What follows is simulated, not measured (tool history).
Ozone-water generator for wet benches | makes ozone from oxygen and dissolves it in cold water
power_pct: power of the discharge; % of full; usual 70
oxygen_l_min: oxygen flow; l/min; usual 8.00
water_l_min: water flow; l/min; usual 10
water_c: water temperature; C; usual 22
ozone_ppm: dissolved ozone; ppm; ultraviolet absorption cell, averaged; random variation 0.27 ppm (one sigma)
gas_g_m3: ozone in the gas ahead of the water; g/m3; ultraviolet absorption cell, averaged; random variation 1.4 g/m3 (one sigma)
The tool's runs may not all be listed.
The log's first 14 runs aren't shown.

| run | day | power_pct | oxygen_l_min | water_l_min | water_c | ozone_ppm | gas_g_m3 |
|---|---|---|---|---|---|---|---|
| 15 | 15.321 | 70 | 8.23 | 15 | 22 | 30.6 | 251.3 |
| 16 | 16.742 | 70 | 8.00 | 10 | 22 | 40.4 | 255.8 |
| 17 | 18.129 | 91 | 5.85 | 15 | 26 | 36.0 | 362.5 |
| 18 | 19.292 | 91 | 5.85 | 13 | 26 | 41.1 | 364.0 |
| 19 | 20.712 | 55 | 8.00 | 14 | 22 | 26.8 | 210.0 |
| 20 | 22.062 | 49 | 7.44 | 11 | 17 | 33.0 | 198.9 |
| 21 | 22.875 | 70 | 12.88 | 10 | 16 | 41.5 | 202.3 |
| 22 | 24.238 | 70 | 12.88 | 10 | 16 | 41.1 | 200.4 |
| 23 | 25.679 | 40 | 8.00 | 10 | 14 | 31.2 | 161.2 |
| 24 | 26.833 | 40 | 8.86 | 8 | 14 | 34.8 | 155.5 |
| 25 | 28.167 | 40 | 8.86 | 14 | 14 | 24.3 | 152.0 |
| 26 | 29.417 | 69 | 12.65 | 11 | 21 | 34.3 | 200.3 |
| 27 | 30.075 | 70 | 8.00 | 10 | 19 | 43.6 | 253.3 |
| 28 | 31.592 | 70 | 8.00 | 10 | 19 | 43.1 | 252.4 |
| 29 | 32.558 | 70 | 8.80 | 10 | 18 | 43.2 | 239.7 |
| 30 | 33.542 | 51 | 6.46 | 12 | 30 | 24.2 | 217.7 |
| 31 | 34.488 | 51 | 6.46 | 12 | 30 | 24.0 | 219.6 |
| 32 | 35.629 | 51 | 6.46 | 12 | 30 | 24.0 | 219.3 |

Forecast each of these 5 alternatives for the next run:
| A | 37.162 | 65 | 8.00 | 10 | 22 | ? | ? |
| B | 37.162 | 62 | 6.46 | 10 | 18 | ? | ? |
| C | 37.162 | 70 | 13.65 | 10 | 22 | ? | ? |
| D | 37.162 | 70 | 4.96 | 6 | 22 | ? | ? |
| E | 37.162 | 59 | 4.86 | 10 | 22 | ? | ? |

| run | ozone_ppm | gas_g_m3 |
|---|---|---|
| A | 37.6 | 237.1 |
| B | 41.3 | 252.4 |
| C | 34.6 | 194.9 |
| D | 59.1 | 317.9 |
| E | 38.0 | 281.8 |
Without the tool's hidden state the same runs would have given:
| run | ozone_ppm | gas_g_m3 |
|---|---|---|
| A | 39.8 | 244.2 |
| B | 43.7 | 259.7 |
| C | 36.6 | 201.1 |
| D | 62.1 | 328.0 |
| E | 40.1 | 289.5 |

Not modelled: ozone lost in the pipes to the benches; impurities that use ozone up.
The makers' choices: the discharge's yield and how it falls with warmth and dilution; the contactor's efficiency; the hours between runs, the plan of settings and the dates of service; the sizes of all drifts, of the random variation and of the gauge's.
